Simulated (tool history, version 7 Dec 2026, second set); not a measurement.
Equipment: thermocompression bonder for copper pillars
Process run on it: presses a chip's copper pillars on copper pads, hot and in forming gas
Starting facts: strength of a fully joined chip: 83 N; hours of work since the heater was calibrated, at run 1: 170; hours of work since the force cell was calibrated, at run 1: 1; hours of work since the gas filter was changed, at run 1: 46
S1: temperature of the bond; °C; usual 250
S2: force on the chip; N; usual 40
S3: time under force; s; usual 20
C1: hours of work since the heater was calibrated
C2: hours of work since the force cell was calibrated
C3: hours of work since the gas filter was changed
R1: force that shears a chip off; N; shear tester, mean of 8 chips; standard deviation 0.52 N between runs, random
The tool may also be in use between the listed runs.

Run 1, hour 0: usual settings; C1 170; C2 1; C3 46. Result: R1 32.8 N.
Run 2, hour 7.9: usual settings but S2 38 N; C1 174; C2 6; C3 50. Result: R1 30.9 N.
Run 3, hour 19.8: usual settings but S2 38 N; C1 180; C2 12; C3 57. Result: R1 31.6 N.
Run 4, hour 30.9: usual settings but S2 38 N; C1 186; C2 18; C3 63. Result: R1 32.2 N.
Run 5, hour 38.8: usual settings but S2 45 N; C1 191; C2 22; C3 67. Result: R1 36.1 N.
Run 6, hour 45.6: usual settings but S2 45 N; C1 194; C2 26; C3 71. Result: R1 35.6 N.
Run 7, hour 51.6: usual settings but S2 58 N; C1 198; C2 29; C3 74. Result: R1 40.7 N.
Run 8, hour 59.6: usual settings; C1 202; C2 34; C3 78. Result: R1 31.7 N.
Run 9, hour 67.9: usual settings; C1 206; C2 38; C3 83. Result: R1 32.6 N.
Run 10, hour 80.4: usual settings; C1 213; C2 45; C3 90. Result: R1 32.5 N.
Run 11, hour 90.7: usual settings; C1 219; C2 51; C3 95. Result: R1 31.4 N.
At hour 93.2: force cell calibrated.
Run 12, hour 103: usual settings; C1 225; C2 5; C3 101. Result: R1 32.5 N.
Run 13, hour 114.3: usual settings; C1 231; C2 11; C3 107. Result: R1 32.5 N.
Run 14, hour 121.4: usual settings; C1 235; C2 15; C3 111. Result: R1 31.3 N.
Run 15, hour 131.5: usual settings but S2 31 N; C1 240; C2 21; C3 117. Result: R1 28.2 N.
Run 16, hour 138.1: usual settings but S2 31 N; C1 244; C2 24; C3 120. Result: R1 26.5 N.
Run 17, hour 143.7: usual settings; C1 247; C2 27; C3 123. Result: R1 32.2 N.
At hour 154.3: force cell calibrated, once more.
Run 18, hour 156.3: usual settings; C1 253; C2 1; C3 129. Result: R1 32.2 N.
Run 19, hour 165.5: usual settings but S1 279 °C; C1 258; C2 6; C3 134. Result: R1 48.1 N.
Run 20, hour 173.8: usual settings but S1 279 °C; C1 262; C2 11; C3 139. Result: R1 47.3 N.
Run 21, hour 180.8: usual settings but S1 261 °C, S2 34 N, S3 13 s; C1 266; C2 14; C3 143. Result: R1 29 N.
Run 22, hour 186.5: usual settings but S1 266 °C, S2 46 N, S3 11 s; C1 269; C2 17; C3 146. Result: R1 35.5 N.
Run 23, hour 196: usual settings but S1 225 °C, S2 48 N, S3 30 s; C1 274; C2 23; C3 151. Result: R1 26.3 N.
At hour 198.1: forming gas filter changed.
Run 24, hour 204.9: usual settings but S1 225 °C, S2 48 N, S3 45 s; C1 279; C2 27; C3 4. Result: R1 33.2 N.
Run 25, hour 213.5: usual settings but S1 260 °C, S2 48 N, S3 19 s; C1 283; C2 32; C3 8. Result: R1 44.4 N.
Run 26, hour 218.9: usual settings but S1 260 °C, S2 48 N, S3 19 s; C1 286; C2 35; C3 11. Result: R1 42.8 N.
Run 27, hour 224.1: usual settings but S1 235 °C, S2 28 N, S3 26 s; C1 289; C2 38; C3 14. Result: R1 22 N.
Run 28, hour 233.8: usual settings but S1 235 °C, S2 34 N, S3 45 s; C1 294; C2 43; C3 19. Result: R1 32.6 N.
Run 29, hour 239.5: usual settings but S1 243 °C, S2 31 N, S3 21 s; C1 298; C2 46; C3 22. Result: R1 25.7 N.
Run 30, hour 248.1: usual settings but S1 243 °C, S2 31 N, S3 21 s; C1 302; C2 51; C3 27. Result: R1 25 N.
Run 31, hour 256.5: usual settings but S1 243 °C, S2 31 N, S3 21 s; C1 307; C2 55; C3 32. Result: R1 26.5 N.
Run 32, hour 265.8: usual settings but S1 243 °C, S2 31 N, S3 21 s; C1 312; C2 60; C3 37. Result: R1 25.4 N.
Run 33, hour 274.4: usual settings but S1 243 °C, S2 34 N, S3 38 s; C1 316; C2 65; C3 41. Result: R1 34.1 N.
Run 34, hour 281.5: usual settings but S1 232 °C, S2 30 N, S3 14 s; C1 320; C2 69; C3 45. Result: R1 16 N.
Run 35, hour 287: usual settings but S1 232 °C, S2 25 N, S3 19 s; C1 323; C2 72; C3 48. Result: R1 16.7 N.
Run 36, hour 293.9: usual settings but S1 265 °C, S2 27 N; C1 327; C2 75; C3 52. Result: R1 33.7 N.
Run 37, hour 303.6: usual settings but S3 10 s; C1 332; C2 81; C3 57. Result: R1 25 N.
Run 38, hour 315.7: usual settings but S3 10 s; C1 339; C2 87; C3 64. Result: R1 25.7 N.
Run 39, hour 327.9: usual settings but S1 261 °C, S3 34 s; C1 345; C2 94; C3 70. Result: R1 47.7 N.

Measured result minus the same run's result without the hidden state. Both carry the same run-to-run variation, though not necessarily the same gauge scatter:
Hidden state at play: true temperature of the bond over the reading, C; force that reaches the chip, % of what is set; oxide that the forming gas leaves, % of the face; drift of the gauge itself on shear_n, %.
run    R1
  1  -0.2
  2  -0.2
  3  -0.3
  4  -0.4
  5  -0.6
  6  -0.6
  7  -0.9
  8  -0.6
  9  -0.8
 10  -0.9
 11  -0.9
 12    -1
 13    -1
 14  -1.1
 15  -0.9
 16    -1
 17  -1.3
 18  -1.5
 19  -2.8
 20  -2.9
 21  -1.6
 22  -2.2
 23  -1.4
 24    +1
 25  +0.9
 26  +0.9
 27  +0.6
 28  +0.7
 29  +0.6
 30  +0.6
 31  +0.5
 32  +0.5
 33  +0.4
 34  +0.3
 35  +0.3
 36  +0.2
 37  +0.2
 38  +0.2
 39  -0.4
